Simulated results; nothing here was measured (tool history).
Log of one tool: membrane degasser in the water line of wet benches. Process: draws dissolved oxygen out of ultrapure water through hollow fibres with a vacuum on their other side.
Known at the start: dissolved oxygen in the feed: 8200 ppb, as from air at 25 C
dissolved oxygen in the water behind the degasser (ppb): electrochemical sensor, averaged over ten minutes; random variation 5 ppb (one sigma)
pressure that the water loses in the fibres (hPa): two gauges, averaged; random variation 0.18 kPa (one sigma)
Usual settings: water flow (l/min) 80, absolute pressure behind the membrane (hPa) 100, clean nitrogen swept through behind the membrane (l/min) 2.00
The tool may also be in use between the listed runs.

| run | hour | water flow (l/min) | absolute pressure behind the membrane (hPa) | clean nitrogen swept through behind the membrane (l/min) | dissolved oxygen in the water behind the degasser (ppb) | pressure that the water loses in the fibres (hPa) |
|---|---|---|---|---|---|---|
| 1 | 0.0 | 80 | 100 | 2.00 | 686.6 | 316.9 |
| 2 | 71.9 | 80 | 100 | 2.00 | 698.0 | 316.4 |
| 3 | 130.0 | 80 | 100 | 2.00 | 687.4 | 319.5 |
| 4 | 173.5 | 80 | 100 | 2.00 | 693.6 | 313.6 |
| 5 | 225.1 | 93 | 100 | 2.00 | 849.4 | 366.4 |
| 6 | 301.5 | 93 | 100 | 2.00 | 863.3 | 369.0 |
| 7 | 353.2 | 103 | 100 | 2.00 | 987.2 | 403.0 |
| 8 | 434.4 | 80 | 100 | 2.00 | 688.1 | 314.0 |
| 9 | 488.3 | 55 | 100 | 2.00 | 424.1 | 218.9 |
| 10 | 553.0 | 55 | 100 | 2.00 | 427.4 | 213.4 |
| 11 | 620.5 | 55 | 100 | 2.00 | 429.2 | 212.8 |
| 12 | 703.9 | 55 | 100 | 2.00 | 425.2 | 218.1 |
| 13 | 767.0 | 55 | 100 | 2.00 | 432.5 | 214.5 |
| 14 | 832.9 | 113 | 228 | 2.00 | 2050.6 | 442.6 |
| 15 | 910.5 | 113 | 228 | 2.00 | 2046.9 | 440.8 |
| 16 | 959.9 | 49 | 235 | 4.10 | 551.9 | 189.5 |
| 17 | 1021.6 | 104 | 168 | 2.00 | 1489.1 | 403.6 |
| 18 | 1066.6 | 53 | 100 | 2.00 | 409.9 | 208.9 |
| 19 | 1110.5 | 53 | 100 | 2.00 | 406.6 | 205.8 |
| 20 | 1178.9 | 80 | 77 | 2.00 | 538.5 | 310.7 |
| 21 | 1229.0 | 80 | 77 | 2.00 | 532.3 | 308.3 |
| 22 | 1308.8 | 74 | 100 | 1.50 | 737.8 | 286.9 |
| 23 | 1352.3 | 80 | 100 | 5.74 | 402.9 | 305.9 |

5 options for the next run, each taken on its own from the tool as it stands now. Forecast them:
| A | 1403.7 | 80 | 100 | 4.86 | ? | ? |
| B | 1403.7 | 80 | 95 | 2.00 | ? | ? |
| C | 1403.7 | 97 | 104 | 1.16 | ? | ? |
| D | 1403.7 | 80 | 229 | 2.00 | ? | ? |
| E | 1403.7 | 80 | 100 | 3.83 | ? | ? |

| run | dissolved oxygen in the water behind the degasser (ppb) | pressure that the water loses in the fibres (hPa) |
|---|---|---|
| A | 429.6 | 307.2 |
| B | 649.1 | 305.4 |
| C | 1204.0 | 373.0 |
| D | 1488.2 | 310.4 |
| E | 487.5 | 309.6 |
Without the tool's unlogged condition, the same runs would have read:
| run | dissolved oxygen in the water behind the degasser (ppb) | pressure that the water loses in the fibres (hPa) |
|---|---|---|
| A | 429.2 | 314.1 |
| B | 648.8 | 312.3 |
| C | 1203.6 | 381.4 |
| D | 1487.8 | 317.4 |
| E | 487.2 | 316.5 |
